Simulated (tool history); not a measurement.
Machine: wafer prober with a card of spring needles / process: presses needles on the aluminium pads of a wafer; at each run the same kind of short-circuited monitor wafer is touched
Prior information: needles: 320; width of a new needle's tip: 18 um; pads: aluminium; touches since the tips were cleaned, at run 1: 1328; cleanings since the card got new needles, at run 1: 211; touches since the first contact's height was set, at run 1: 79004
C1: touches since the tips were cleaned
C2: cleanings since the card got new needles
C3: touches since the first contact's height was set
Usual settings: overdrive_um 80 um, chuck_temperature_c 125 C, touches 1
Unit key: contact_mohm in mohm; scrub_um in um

run 1 hour=0.0 | overdrive_um=80 chuck_temperature_c=125 touches=1 | C1=1328 C2=211 C3=79004 | contact_mohm=243 scrub_um=17.08
-- hour=2.0 tips cleaned on abrasive film
-- hour=5.9 tips cleaned on abrasive film
-- hour=9.7 tips cleaned on abrasive film
-- hour=13.6 tips cleaned on abrasive film
-- hour=18.5 tips cleaned on abrasive film
-- hour=22.3 tips cleaned on abrasive film
-- hour=27.2 tips cleaned on abrasive film
-- hour=32.0 tips cleaned on abrasive film
run 2 hour=34.2 | overdrive_um=80 chuck_temperature_c=125 touches=1 | C1=1175 C2=219 C3=96934 | contact_mohm=246 scrub_um=16.97
-- hour=36.2 tips cleaned on abrasive film
-- hour=40.0 tips cleaned on abrasive film
-- hour=43.9 tips cleaned on abrasive film
-- hour=47.8 tips cleaned on abrasive film
run 3 hour=51.4 | overdrive_um=80 chuck_temperature_c=125 touches=1 | C1=1948 C2=223 C3=105989 | contact_mohm=245 scrub_um=16.98
-- hour=52.5 tips cleaned on abrasive film
-- hour=57.3 tips cleaned on abrasive film
-- hour=61.2 tips cleaned on abrasive film
-- hour=65.0 tips cleaned on abrasive film
-- hour=68.9 tips cleaned on abrasive film
run 4 hour=70.9 | overdrive_um=80 chuck_temperature_c=125 touches=1 | C1=1063 C2=228 C3=116191 | contact_mohm=241 scrub_um=17.04
-- hour=72.9 tips cleaned on abrasive film
-- hour=77.7 tips cleaned on abrasive film
-- hour=81.6 tips cleaned on abrasive film
-- hour=85.5 tips cleaned on abrasive film
run 5 hour=87.9 | overdrive_um=80 chuck_temperature_c=125 touches=1 | C1=1311 C2=232 C3=125123 | contact_mohm=244 scrub_um=17.04
-- hour=89.9 tips cleaned on abrasive film
-- hour=93.8 tips cleaned on abrasive film
-- hour=98.6 tips cleaned on abrasive film
-- hour=102.5 tips cleaned on abrasive film
-- hour=106.4 tips cleaned on abrasive film
-- hour=111.2 tips cleaned on abrasive film
-- hour=115.1 tips cleaned on abrasive film
-- hour=119.9 tips cleaned on abrasive film
run 6 hour=122.5 | overdrive_um=61 chuck_temperature_c=125 touches=1 | C1=1393 C2=240 C3=143269 | contact_mohm=244 scrub_um=12.98
-- hour=124.5 tips cleaned on abrasive film
-- hour=128.4 tips cleaned on abrasive film
-- hour=132.2 tips cleaned on abrasive film
-- hour=136.1 tips cleaned on abrasive film
run 7 hour=139.2 | overdrive_um=61 chuck_temperature_c=125 touches=1 | C1=1632 C2=244 C3=152010 | contact_mohm=251 scrub_um=12.93
-- hour=140.2 tips cleaned on abrasive film
-- hour=144.1 tips cleaned on abrasive film
-- hour=148.9 tips cleaned on abrasive film
-- hour=152.8 tips cleaned on abrasive film
-- hour=157.6 tips cleaned on abrasive film
-- hour=162.4 tips cleaned on abrasive film
-- hour=167.3 tips cleaned on abrasive film
-- hour=172.1 tips cleaned on abrasive film
run 8 hour=174.4 | overdrive_um=80 chuck_temperature_c=125 touches=1 | C1=1251 C2=252 C3=170521 | contact_mohm=244 scrub_um=17.00
-- hour=176.4 tips cleaned on abrasive film
-- hour=180.3 tips cleaned on abrasive film
-- hour=185.1 tips cleaned on abrasive film
-- hour=189.9 tips cleaned on abrasive film
run 9 hour=192.8 | overdrive_um=80 chuck_temperature_c=125 touches=1 | C1=1539 C2=256 C3=180184 | contact_mohm=244 scrub_um=16.94
-- hour=193.8 tips cleaned on abrasive film
-- hour=198.6 tips cleaned on abrasive film
-- hour=202.5 tips cleaned on abrasive film
-- hour=206.4 tips cleaned on abrasive film
-- hour=210.3 tips cleaned on abrasive film
-- hour=214.2 tips cleaned on abrasive film
-- hour=219.0 tips cleaned on abrasive film
-- hour=222.9 tips cleaned on abrasive film
-- hour=227.6 tips cleaned on abrasive film
run 10 hour=227.6 | overdrive_um=80 chuck_temperature_c=125 touches=1 | C1=0 C2=265 C3=198430 | contact_mohm=246 scrub_um=16.90
-- hour=231.5 tips cleaned on abrasive film
-- hour=235.6 height of the first contact set anew
-- hour=236.6 tips cleaned on abrasive film
-- hour=240.5 tips cleaned on abrasive film
-- hour=244.4 tips cleaned on abrasive film
-- hour=249.2 tips cleaned on abrasive film
-- hour=253.2 tips cleaned on abrasive film
run 11 hour=253.2 | overdrive_um=80 chuck_temperature_c=125 touches=1 | C1=0 C2=271 C3=9181 | contact_mohm=241 scrub_um=17.00
-- hour=258.0 tips cleaned on abrasive film
-- hour=262.8 tips cleaned on abrasive film
-- hour=266.7 tips cleaned on abrasive film
-- hour=270.6 tips cleaned on abrasive film
-- hour=275.4 tips cleaned on abrasive film
run 12 hour=276.3 | overdrive_um=62 chuck_temperature_c=85 touches=2 | C1=461 C2=276 C3=21311 | contact_mohm=239 scrub_um=13.08
-- hour=280.1 tips cleaned on abrasive film
-- hour=285.0 tips cleaned on abrasive film
-- hour=288.8 tips cleaned on abrasive film
-- hour=293.7 tips cleaned on abrasive film
-- hour=298.5 tips cleaned on abrasive film
-- hour=302.4 tips cleaned on abrasive film
-- hour=307.2 tips cleaned on abrasive film
run 13 hour=308.3 | overdrive_um=62 chuck_temperature_c=85 touches=2 | C1=572 C2=283 C3=38129 | contact_mohm=238 scrub_um=13.06
-- hour=311.2 tips cleaned on abrasive film
-- hour=315.1 tips cleaned on abrasive film
-- hour=319.9 tips cleaned on abrasive film
-- hour=324.7 tips cleaned on abrasive film
run 14 hour=326.6 | overdrive_um=65 chuck_temperature_c=58 touches=2 | C1=1019 C2=287 C3=47782 | contact_mohm=233 scrub_um=13.77
-- hour=329.5 tips cleaned on abrasive film
-- hour=333.4 tips cleaned on abrasive film
-- hour=338.2 tips cleaned on abrasive film
-- hour=342.5 tips cleaned on abrasive film
run 15 hour=342.5 | overdrive_um=64 chuck_temperature_c=27 touches=2 | C1=0 C2=291 C3=56080 | contact_mohm=223 scrub_um=13.54
-- hour=347.3 tips cleaned on abrasive film
-- hour=352.1 tips cleaned on abrasive film
-- hour=356.0 tips cleaned on abrasive film
-- hour=359.9 tips cleaned on abrasive film
run 16 hour=363.6 | overdrive_um=80 chuck_temperature_c=125 touches=2 | C1=1981 C2=295 C3=67198 | contact_mohm=244 scrub_um=16.89
-- hour=364.6 tips cleaned on abrasive film
-- hour=368.5 tips cleaned on abrasive film
-- hour=373.3 tips cleaned on abrasive film
-- hour=378.1 tips cleaned on abrasive film
run 17 hour=379.8 | overdrive_um=95 chuck_temperature_c=107 touches=2 | C1=924 C2=299 C3=75737 | contact_mohm=237 scrub_um=20.10
-- hour=382.8 tips cleaned on abrasive film
-- hour=386.7 tips cleaned on abrasive film
-- hour=391.5 tips cleaned on abrasive film
-- hour=396.3 tips cleaned on abrasive film
-- hour=400.2 tips cleaned on abrasive film
run 18 hour=403.1 | overdrive_um=90 chuck_temperature_c=42 touches=1 | C1=1580 C2=304 C3=87979 | contact_mohm=222 scrub_um=19.02
-- hour=404.2 tips cleaned on abrasive film
-- hour=408.1 tips cleaned on abrasive film
-- hour=411.9 tips cleaned on abrasive film
-- hour=415.8 tips cleaned on abrasive film
-- hour=420.6 tips cleaned on abrasive film
-- hour=424.5 tips cleaned on abrasive film
run 19 hour=428.0 | overdrive_um=82 chuck_temperature_c=33 touches=1 | C1=1857 C2=310 C3=101004 | contact_mohm=224 scrub_um=17.27
-- hour=429.0 tips cleaned on abrasive film
-- hour=432.9 tips cleaned on abrasive film
-- hour=437.7 tips cleaned on abrasive film
-- hour=442.5 tips cleaned on abrasive film
-- hour=446.4 tips cleaned on abrasive film
run 20 hour=447.4 | overdrive_um=74 chuck_temperature_c=34 touches=1 | C1=529 C2=315 C3=111178 | contact_mohm=223 scrub_um=15.56
-- hour=450.4 tips cleaned on abrasive film
-- hour=454.2 tips cleaned on abrasive film
-- hour=459.1 tips cleaned on abrasive film
-- hour=463.9 tips cleaned on abrasive film
run 21 hour=467.3 | overdrive_um=80 chuck_temperature_c=125 touches=2 | C1=1830 C2=319 C3=121648 | contact_mohm=243 scrub_um=16.83
-- hour=468.3 tips cleaned on abrasive film
-- hour=472.2 tips cleaned on abrasive film
-- hour=476.1 tips cleaned on abrasive film
-- hour=480.9 tips cleaned on abrasive film
run 22 hour=482.8 | overdrive_um=97 chuck_temperature_c=125 touches=1 | C1=994 C2=323 C3=129751 | contact_mohm=239 scrub_um=20.35

Here are 3 independent what-if runs from the current tool condition. What would each one return?
-- hour=485.7 tips cleaned on abrasive film
-- hour=490.5 tips cleaned on abrasive film
-- hour=494.4 tips cleaned on abrasive film
-- hour=499.2 tips cleaned on abrasive film
run A hour=501.3 | overdrive_um=77 chuck_temperature_c=62 touches=1 | C1=1094 C2=327 C3=139476 | contact_mohm=? scrub_um=?
-- hour=485.7 tips cleaned on abrasive film
-- hour=490.5 tips cleaned on abrasive film
-- hour=494.4 tips cleaned on abrasive film
-- hour=499.2 tips cleaned on abrasive film
run B hour=501.3 | overdrive_um=76 chuck_temperature_c=33 touches=1 | C1=1094 C2=327 C3=139476 | contact_mohm=? scrub_um=?
-- hour=485.7 tips cleaned on abrasive film
-- hour=490.5 tips cleaned on abrasive film
-- hour=494.4 tips cleaned on abrasive film
-- hour=499.2 tips cleaned on abrasive film
run C hour=501.3 | overdrive_um=97 chuck_temperature_c=120 touches=1 | C1=1094 C2=327 C3=139476 | contact_mohm=? scrub_um=?

run=A contact_mohm=225 scrub_um=16.12
run=B contact_mohm=223 scrub_um=15.96
run=C contact_mohm=240 scrub_um=20.43
With no hidden state in the tool, these same runs would have given:
run=A contact_mohm=225 scrub_um=16.34
run=B contact_mohm=222 scrub_um=16.18
run=C contact_mohm=239 scrub_um=20.70
